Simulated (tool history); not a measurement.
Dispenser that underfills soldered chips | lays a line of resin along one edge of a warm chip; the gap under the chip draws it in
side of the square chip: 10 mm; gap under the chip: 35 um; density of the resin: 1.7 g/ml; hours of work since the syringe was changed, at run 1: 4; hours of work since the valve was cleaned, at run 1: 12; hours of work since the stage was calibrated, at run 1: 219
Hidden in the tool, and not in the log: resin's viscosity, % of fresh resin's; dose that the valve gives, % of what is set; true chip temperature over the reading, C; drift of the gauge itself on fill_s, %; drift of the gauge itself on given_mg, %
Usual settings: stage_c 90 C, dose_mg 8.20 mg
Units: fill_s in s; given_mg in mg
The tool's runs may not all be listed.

run	day	stage_c	dose_mg	hours of work since the syringe was changed	hours of work since the valve was cleaned	hours of work since the stage was calibrated	fill_s	given_mg
1	0.000	90	8.20	4	12	219	183.8	8.11
# day 0.412: new syringe of resin
2	0.675	90	7.83	4	23	230	186.7	7.56
# day 1.100: new syringe of resin
3	1.212	90	7.83	2	32	238	157.6	7.53
4	1.538	90	7.83	7	37	244	217.3	7.62
# day 1.762: new syringe of resin
5	1.908	90	7.83	2	43	250	162.7	7.46
6	2.404	90	7.83	11	51	258	264.4	7.44
# day 2.467: new syringe of resin
# day 2.592: dispensing valve cleaned and set on the balance
7	2.825	93	7.24	5	4	264	170.0	7.27
# day 3.208: new syringe of resin
8	3.250	76	7.24	1	11	270	279.8	7.23
9	3.754	84	9.77	9	19	279	291.9	9.60
# day 3.892: new syringe of resin
10	4.446	84	9.77	9	30	290	286.3	9.51

Forecast each of these 3 alternatives for the next run:
# day 4.596: new syringe of resin
A	5.133	94	8.70	9	41	301	?	?
# day 4.596: new syringe of resin
B	5.133	99	8.13	9	41	301	?	?
# day 4.596: new syringe of resin
C	5.133	90	7.35	9	41	301	?	?

run	fill_s	given_mg
A	194.7	8.46
B	164.6	7.89
C	246.7	7.09
Without the tool's hidden state the same runs would have given:
run	fill_s	given_mg
A	124.2	8.74
B	104.3	8.15
C	156.4	7.32
